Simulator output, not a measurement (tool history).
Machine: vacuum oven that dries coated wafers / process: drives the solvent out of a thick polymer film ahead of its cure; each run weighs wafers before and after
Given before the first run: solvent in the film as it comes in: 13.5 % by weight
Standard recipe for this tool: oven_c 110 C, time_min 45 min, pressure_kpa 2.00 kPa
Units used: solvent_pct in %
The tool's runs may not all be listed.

run,hour,oven_c,time_min,pressure_kpa,solvent_pct
1,0.0,110,45,2.00,3.12
2,38.1,110,45,2.00,3.11
3,64.9,110,45,2.00,3.10
4,88.5,110,45,2.00,3.15
5,116.3,110,45,2.00,3.07
6,140.5,110,45,2.00,3.10
7,163.4,110,45,2.00,3.10
8,192.0,110,73,2.00,1.84
9,227.7,110,45,2.00,3.13
10,244.8,110,45,2.00,3.06
11,285.4,119,45,2.00,1.76
12,323.3,123,45,2.00,1.36
13,339.7,123,45,2.00,1.37
14,378.4,123,45,2.00,1.38
15,415.4,123,45,2.00,1.33
16,443.3,110,45,2.00,3.04
17,463.7,110,45,2.00,3.04
18,499.1,110,45,2.00,3.04
19,534.3,110,45,2.20,3.17
20,558.0,110,45,2.20,3.11
21,584.7,110,45,2.20,3.11
22,619.6,118,45,2.00,1.88
23,648.8,118,45,2.00,1.89
24,677.4,118,45,2.00,1.89
25,711.3,106,45,4.03,4.62
26,742.0,106,45,4.03,4.63
27,775.7,100,37,2.00,5.56
28,802.0,98,26,4.43,8.59
29,827.4,116,34,1.14,3.10
30,866.4,116,34,1.14,3.14
31,901.8,116,34,1.14,3.10
32,936.9,116,34,1.14,3.09
33,972.5,117,34,6.93,4.88
34,1006.9,113,29,1.13,4.22
35,1032.8,113,29,1.13,4.20
36,1051.8,113,29,1.13,4.16
37,1081.4,122,48,3.62,2.10
38,1120.5,113,26,6.31,6.28
39,1146.0,110,45,1.31,3.14
40,1181.0,109,36,6.93,6.40
41,1206.8,108,72,1.67,2.19
42,1228.9,99,35,4.10,7.36
43,1268.6,99,35,4.10,7.31
44,1307.3,99,35,4.10,7.34
45,1332.4,117,25,3.02,4.54
46,1350.5,104,40,2.00,4.94
47,1368.0,106,44,6.40,6.17
48,1384.4,119,45,2.99,2.36

Not shown: 1 entry that the log had between the listed runs. Between which runs, and how does the tool's hidden state differ before and after?
Run 27 -> run 28: oven's thermocouples calibrated (hour 780.3)
  true wafer temperature over the reading, C: 2.48 -> -0.22; true pressure over the reading, kPa: 0.207 -> 0.209
  the result without the hidden state subtracted from the measured one, solvent_pct: -0.38 -> +0.12 %
